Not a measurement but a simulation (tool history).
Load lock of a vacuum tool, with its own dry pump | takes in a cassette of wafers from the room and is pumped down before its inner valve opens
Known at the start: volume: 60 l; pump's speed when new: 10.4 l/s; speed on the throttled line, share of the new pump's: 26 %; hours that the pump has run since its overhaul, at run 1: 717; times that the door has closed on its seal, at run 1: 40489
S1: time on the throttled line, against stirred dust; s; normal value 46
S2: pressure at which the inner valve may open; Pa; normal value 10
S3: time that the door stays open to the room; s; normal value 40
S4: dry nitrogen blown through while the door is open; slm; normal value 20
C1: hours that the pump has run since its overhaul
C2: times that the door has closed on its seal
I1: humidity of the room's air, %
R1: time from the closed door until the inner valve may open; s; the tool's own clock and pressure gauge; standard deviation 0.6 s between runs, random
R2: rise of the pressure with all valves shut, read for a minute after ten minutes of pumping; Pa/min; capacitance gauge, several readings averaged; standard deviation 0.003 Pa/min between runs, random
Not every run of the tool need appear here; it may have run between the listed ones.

Run 1, day 0: usual settings; C1 717; C2 40489; I1 50.5. Result: R1 87.9 s, R2 0.477 Pa/min.
Run 2, day 14.329: usual settings; C1 1061; C2 42092; I1 44.7. Result: R1 88.1 s, R2 0.505 Pa/min.
Run 3, day 27.029: usual settings; C1 1366; C2 43513; I1 44.3. Result: R1 88 s, R2 0.524 Pa/min.
Run 4, day 41.25: usual settings; C1 1707; C2 45104; I1 46.3. Result: R1 89.5 s, R2 0.553 Pa/min.
Run 5, day 55.029: usual settings; C1 2038; C2 46646; I1 46.6. Result: R1 88.7 s, R2 0.584 Pa/min.
Run 6, day 65.279: usual settings; C1 2284; C2 47793; I1 42.8. Result: R1 89.1 s, R2 0.609 Pa/min.
At day 68.358: door's seal changed, seat wiped.
Run 7, day 74.588: usual settings; C1 2506; C2 697; I1 42.8. Result: R1 89.4 s, R2 0.028 Pa/min.
Run 8, day 83.933: usual settings; C1 2730; C2 1743; I1 43.2. Result: R1 89.2 s, R2 0.027 Pa/min.
Run 9, day 92.542: usual settings; C1 2937; C2 2706; I1 45.9. Result: R1 89.5 s, R2 0.041 Pa/min.
Run 10, day 107.175: usual settings; C1 3288; C2 4343; I1 40.7. Result: R1 88.2 s, R2 0.037 Pa/min.
Run 11, day 120.242: usual settings; C1 3602; C2 5805; I1 44.5. Result: R1 89.7 s, R2 0.042 Pa/min.
Run 12, day 130.312: usual settings; C1 3843; C2 6932; I1 44.1. Result: R1 90.4 s, R2 0.055 Pa/min.
Run 13, day 141.142: usual settings but S2 7 Pa; C1 4103; C2 8143; I1 43.5. Result: R1 92.4 s, R2 0.068 Pa/min.
Run 14, day 150.975: usual settings but S2 15 Pa; C1 4339; C2 9244; I1 45.3. Result: R1 88.8 s, R2 0.079 Pa/min.
Run 15, day 163.054: usual settings; C1 4629; C2 10595; I1 47.9. Result: R1 91.2 s, R2 0.088 Pa/min.
Run 16, day 174.529: usual settings; C1 4904; C2 11879; I1 42.3. Result: R1 90.8 s, R2 0.092 Pa/min.
Run 17, day 180.625: usual settings; C1 5051; C2 12561; I1 44.1. Result: R1 91.3 s, R2 0.1 Pa/min.
Run 18, day 192.258: usual settings; C1 5330; C2 13863; I1 44.6. Result: R1 92.7 s, R2 0.12 Pa/min.
Run 19, day 201.475: usual settings but S4 25 slm; C1 5551; C2 14894; I1 45.9. Result: R1 91 s, R2 0.114 Pa/min.
Run 20, day 212.112: usual settings but S4 25 slm; C1 5807; C2 16084; I1 43.6. Result: R1 91.1 s, R2 0.127 Pa/min.
Run 21, day 224.833: usual settings but S4 16 slm; C1 6112; C2 17508; I1 47. Result: R1 91 s, R2 0.148 Pa/min.
Run 22, day 233.096: usual settings but S1 36 s, S2 15 Pa, S3 35 s, S4 33 slm; C1 6310; C2 18432; I1 46.6. Result: R1 81.6 s, R2 0.149 Pa/min.
Run 23, day 239.508: usual settings but S1 36 s, S2 15 Pa, S3 35 s, S4 33 slm; C1 6464; C2 19150; I1 44.9. Result: R1 82.3 s, R2 0.156 Pa/min.
Run 24, day 251.025: usual settings but S4 24 slm; C1 6740; C2 20438; I1 45.3. Result: R1 91.4 s, R2 0.174 Pa/min.
Run 25, day 261.867: usual settings; C1 7001; C2 21651; I1 48.7. Result: R1 92.9 s, R2 0.188 Pa/min.
Run 26, day 269.442: usual settings but S1 87 s, S2 19 Pa, S3 63 s, S4 11 slm; C1 7182; C2 22498; I1 45.6. Result: R1 116.2 s, R2 0.208 Pa/min.
Run 27, day 280.458: usual settings but S1 60 s, S2 19 Pa, S3 112 s, S4 11 slm; C1 7447; C2 23731; I1 42.4. Result: R1 97.8 s, R2 0.238 Pa/min.
Run 28, day 293.212: usual settings but S1 60 s, S2 19 Pa, S3 112 s, S4 11 slm; C1 7753; C2 25158; I1 46.6. Result: R1 97.8 s, R2 0.25 Pa/min.
Run 29, day 304.442: usual settings but S1 66 s, S2 13 Pa, S3 112 s, S4 18 slm; C1 8022; C2 26415; I1 45. Result: R1 106.4 s, R2 0.256 Pa/min.
Run 30, day 310.554: usual settings but S1 26 s, S2 18 Pa, S3 216 s, S4 5 slm; C1 8169; C2 27098; I1 47.1. Result: R1 75.1 s, R2 0.304 Pa/min.
Run 31, day 323.346: usual settings but S1 26 s, S2 18 Pa, S3 216 s, S4 5 slm; C1 8476; C2 28530; I1 48.6. Result: R1 75.8 s, R2 0.311 Pa/min.
Run 32, day 332.862: usual settings but S1 28 s, S2 18 Pa, S3 46 s, S4 22 slm; C1 8705; C2 29594; I1 50.7. Result: R1 76.8 s, R2 0.3 Pa/min.
Run 33, day 343.746: usual settings but S1 28 s, S2 18 Pa, S3 46 s, S4 22 slm; C1 8966; C2 30812; I1 43.6. Result: R1 77.4 s, R2 0.315 Pa/min.
Run 34, day 353.225: usual settings but S1 32 s, S2 9 Pa, S3 45 s, S4 7 slm; C1 9193; C2 31873; I1 43.3. Result: R1 83.7 s, R2 0.332 Pa/min.
Run 35, day 360.179: usual settings but S1 32 s, S2 9 Pa, S3 45 s, S4 7 slm; C1 9360; C2 32651; I1 45.4. Result: R1 85.5 s, R2 0.347 Pa/min.
Run 36, day 366.342: usual settings but S1 32 s, S2 9 Pa, S3 45 s, S4 7 slm; C1 9508; C2 33340; I1 42.8. Result: R1 85.9 s, R2 0.361 Pa/min.
Run 37, day 379.375: usual settings but S1 32 s, S2 7 Pa, S3 80 s, S4 7 slm; C1 9821; C2 34799; I1 44.6. Result: R1 87.1 s, R2 0.391 Pa/min.

Below are 4 alternative next runs, each starting from the tool's condition after run 37. Predict each:
Run A, day 390.312: usual settings but S2 13 Pa; C1 10083; C2 36022; I1 45.2. Result: R1 ?, R2 ?.
Run B, day 390.312: usual settings but S3 26 s; C1 10083; C2 36022; I1 47.2. Result: R1 ?, R2 ?.
Run C, day 390.312: usual settings but S1 65 s, S3 59 s; C1 10083; C2 36022; I1 44.5. Result: R1 ?, R2 ?.
Run D, day 390.312: usual settings but S1 68 s, S2 12 Pa, S3 60 s; C1 10083; C2 36022; I1 44.1. Result: R1 ?, R2 ?.

run     R1     R2
  A   93.5  0.385
  B   94.6  0.386
  C  109.1  0.386
  D  109.5  0.377
Without the tool's unlogged condition, the same runs would have read:
run     R1     R2
  A   86.2  0.022
  B   87.2  0.027
  C  102.4  0.025
  D  103.3  0.024
